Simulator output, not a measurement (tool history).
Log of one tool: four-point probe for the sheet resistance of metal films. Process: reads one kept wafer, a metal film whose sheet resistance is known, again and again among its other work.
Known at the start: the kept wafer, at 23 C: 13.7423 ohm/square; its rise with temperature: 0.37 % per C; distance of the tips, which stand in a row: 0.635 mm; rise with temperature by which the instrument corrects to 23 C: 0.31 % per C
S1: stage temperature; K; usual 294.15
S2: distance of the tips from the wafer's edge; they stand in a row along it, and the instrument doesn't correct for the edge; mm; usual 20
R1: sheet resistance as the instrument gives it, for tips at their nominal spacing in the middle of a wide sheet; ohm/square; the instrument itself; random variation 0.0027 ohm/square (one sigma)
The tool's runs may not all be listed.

run     day      S1  S2         R1
  1   0.000  294.15  20  13.767841
  2   0.354  294.15   8  13.809108
  3   0.712  294.15  20  13.767363
  4   1.146  294.15  20  13.773480
  5   1.483  294.15  20  13.770152
  6   1.904  294.15  20  13.774201
  7   2.558  294.15  50  13.766682
      2.646  -- stage's thermometer calibrated
  8   3.283  294.15  20  13.775125
  9   3.800  294.15  20  13.772677
      4.267  -- stage's thermometer calibrated, once more
 10   4.550  294.15  20  13.764846
 11   4.858  294.15  20  13.768573
 12   5.246  294.15  20  13.772480
 13   5.967  300.15  20  13.823734
 14   6.462  293.15  35  13.761046
 15   7.158  294.15  14  13.777503
 16   7.829  299.15  27  13.816338
 17   8.404  294.15   9  13.801477
 18   8.921  294.15   8  13.811552
 19   9.271  293.15  21  13.759733
 20   9.958  295.15  30  13.778279
 21  10.296  302.15   7  13.905198
 22  10.958  302.15   5  13.961896
 23  11.629  294.15  23  13.772715
 24  12.254  294.15  23  13.778378
 25  12.875  296.15   9  13.824073
 26  13.475  292.15   5  13.876471

5 ways to go on from here, each from the tool as it stands after run 26. What would each give?
  A  13.975  292.15  67   ?
  B  13.975  295.15  61   ?
  C  13.975  308.15  18   ?
  D  13.975  292.15   5   ?
  E  13.975  294.15   5   ?

run         R1
  A  13.751793
  B  13.781683
  C  13.901792
  D  13.872156
  E  13.889558
Without the tool's hidden state the same runs would have given:
run         R1
  A  13.703399
  B  13.733191
  C  13.852902
  D  13.823371
  E  13.840716
